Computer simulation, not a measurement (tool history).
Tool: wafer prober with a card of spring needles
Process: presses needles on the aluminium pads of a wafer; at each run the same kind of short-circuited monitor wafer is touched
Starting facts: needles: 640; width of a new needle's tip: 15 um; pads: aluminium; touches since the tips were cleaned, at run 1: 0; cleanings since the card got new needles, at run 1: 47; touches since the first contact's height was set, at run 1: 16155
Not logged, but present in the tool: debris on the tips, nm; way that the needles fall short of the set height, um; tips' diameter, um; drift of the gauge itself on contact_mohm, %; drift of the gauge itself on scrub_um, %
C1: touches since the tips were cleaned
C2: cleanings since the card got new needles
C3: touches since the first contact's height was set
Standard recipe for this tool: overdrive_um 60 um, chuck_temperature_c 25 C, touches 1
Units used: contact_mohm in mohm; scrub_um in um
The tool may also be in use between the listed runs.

run 1 hour=0 | overdrive_um=60 chuck_temperature_c=25 touches=1 | C1=0 C2=47 C3=16155 | contact_mohm=207 scrub_um=13.23
-- hour=15 tips cleaned on abrasive film
-- hour=30 tips cleaned on abrasive film
-- hour=45.3 tips cleaned on abrasive film
run 2 hour=53.2 | overdrive_um=60 chuck_temperature_c=25 touches=1 | C1=2810 C2=50 C3=34998 | contact_mohm=310 scrub_um=12.89
-- hour=59.4 tips cleaned on abrasive film
-- hour=74.5 tips cleaned on abrasive film
-- hour=89.9 tips cleaned on abrasive film
-- hour=102.7 tips cleaned on abrasive film
run 3 hour=102.7 | overdrive_um=60 chuck_temperature_c=25 touches=1 | C1=0 C2=54 C3=52522 | contact_mohm=208 scrub_um=12.91
-- hour=118.1 tips cleaned on abrasive film
-- hour=133.6 tips cleaned on abrasive film
run 4 hour=134.5 | overdrive_um=60 chuck_temperature_c=25 touches=1 | C1=309 C2=56 C3=63769 | contact_mohm=229 scrub_um=12.63
-- hour=146.5 tips cleaned on abrasive film
-- hour=158.8 tips cleaned on abrasive film
-- hour=174.2 tips cleaned on abrasive film
run 5 hour=178.5 | overdrive_um=60 chuck_temperature_c=25 touches=1 | C1=1506 C2=59 C3=79353 | contact_mohm=265 scrub_um=12.75
-- hour=187.8 tips cleaned on abrasive film
-- hour=203 tips cleaned on abrasive film
-- hour=217.5 tips cleaned on abrasive film
-- hour=230.2 tips cleaned on abrasive film
run 6 hour=230.2 | overdrive_um=60 chuck_temperature_c=25 touches=1 | C1=0 C2=63 C3=97661 | contact_mohm=215 scrub_um=12.42
-- hour=245.7 tips cleaned on abrasive film
-- hour=258 tips cleaned on abrasive film
run 7 hour=268.5 | overdrive_um=60 chuck_temperature_c=25 touches=1 | C1=3749 C2=65 C3=111257 | contact_mohm=341 scrub_um=12.73
-- hour=271.7 tips cleaned on abrasive film
-- hour=286.8 tips cleaned on abrasive film
-- hour=302.2 tips cleaned on abrasive film
run 8 hour=311.3 | overdrive_um=60 chuck_temperature_c=115 touches=1 | C1=3226 C2=68 C3=126376 | contact_mohm=340 scrub_um=12.42
-- hour=317.5 tips cleaned on abrasive film
-- hour=332.5 tips cleaned on abrasive film
-- hour=347.8 tips cleaned on abrasive film
-- hour=360.2 tips cleaned on abrasive film
-- hour=374.3 tips cleaned on abrasive film
run 9 hour=374.3 | overdrive_um=60 chuck_temperature_c=115 touches=1 | C1=0 C2=73 C3=148667 | contact_mohm=243 scrub_um=12.62
-- hour=389.7 tips cleaned on abrasive film
-- hour=405.2 tips cleaned on abrasive film
-- hour=420.2 tips cleaned on abrasive film
-- hour=433.7 tips cleaned on abrasive film
run 10 hour=433.7 | overdrive_um=60 chuck_temperature_c=115 touches=1 | C1=0 C2=77 C3=169714 | contact_mohm=239 scrub_um=12.51
-- hour=446.1 tips cleaned on abrasive film
-- hour=458.5 tips cleaned on abrasive film
-- hour=473.7 tips cleaned on abrasive film
-- hour=488.6 tips cleaned on abrasive film
run 11 hour=492.8 | overdrive_um=60 chuck_temperature_c=80 touches=1 | C1=1492 C2=81 C3=190622 | contact_mohm=300 scrub_um=12.37
-- hour=502.1 tips cleaned on abrasive film
-- hour=517.5 tips cleaned on abrasive film
-- hour=532.8 tips cleaned on abrasive film
-- hour=547.2 tips cleaned on abrasive film
run 12 hour=547.2 | overdrive_um=60 chuck_temperature_c=49 touches=1 | C1=0 C2=85 C3=209903 | contact_mohm=218 scrub_um=11.91
-- hour=562.2 tips cleaned on abrasive film
-- hour=577.4 tips cleaned on abrasive film
-- hour=592.8 tips cleaned on abrasive film
run 13 hour=597.5 | overdrive_um=60 chuck_temperature_c=25 touches=1 | C1=1645 C2=88 C3=227701 | contact_mohm=298 scrub_um=12.05
-- hour=603.9 height of the first contact set anew
-- hour=607.1 tips cleaned on abrasive film
-- hour=622.2 tips cleaned on abrasive film
-- hour=634.6 tips cleaned on abrasive film
-- hour=650 tips cleaned on abrasive film
run 14 hour=653.8 | overdrive_um=60 chuck_temperature_c=25 touches=1 | C1=1347 C2=92 C3=17657 | contact_mohm=269 scrub_um=12.98
-- hour=662.7 tips cleaned on abrasive film
-- hour=677.3 tips cleaned on abrasive film
-- hour=691.5 tips cleaned on abrasive film
run 15 hour=691.5 | overdrive_um=60 chuck_temperature_c=25 touches=2 | C1=0 C2=95 C3=30992 | contact_mohm=203 scrub_um=12.99
-- hour=707 tips cleaned on abrasive film
run 16 hour=718 | overdrive_um=60 chuck_temperature_c=25 touches=1 | C1=3930 C2=96 C3=40393 | contact_mohm=348 scrub_um=12.87
-- hour=721.2 tips cleaned on abrasive film
-- hour=736.3 tips cleaned on abrasive film
-- hour=749.3 tips cleaned on abrasive film
run 17 hour=749.3 | overdrive_um=42 chuck_temperature_c=80 touches=3 | C1=0 C2=99 C3=51440 | contact_mohm=239 scrub_um=8.98

Expected results for the next run?
-- hour=764.7 tips cleaned on abrasive film
-- hour=778.4 tips cleaned on abrasive film
run 18 hour=778.4 | overdrive_um=53 chuck_temperature_c=25 touches=1 | C1=0 C2=101 C3=61765 | contact_mohm=? scrub_um=?

contact_mohm: 218 mohm
scrub_um: 11.45 um
Without the tool's hidden state the same run would have given contact_mohm 193 mohm, scrub_um 11.77 um.
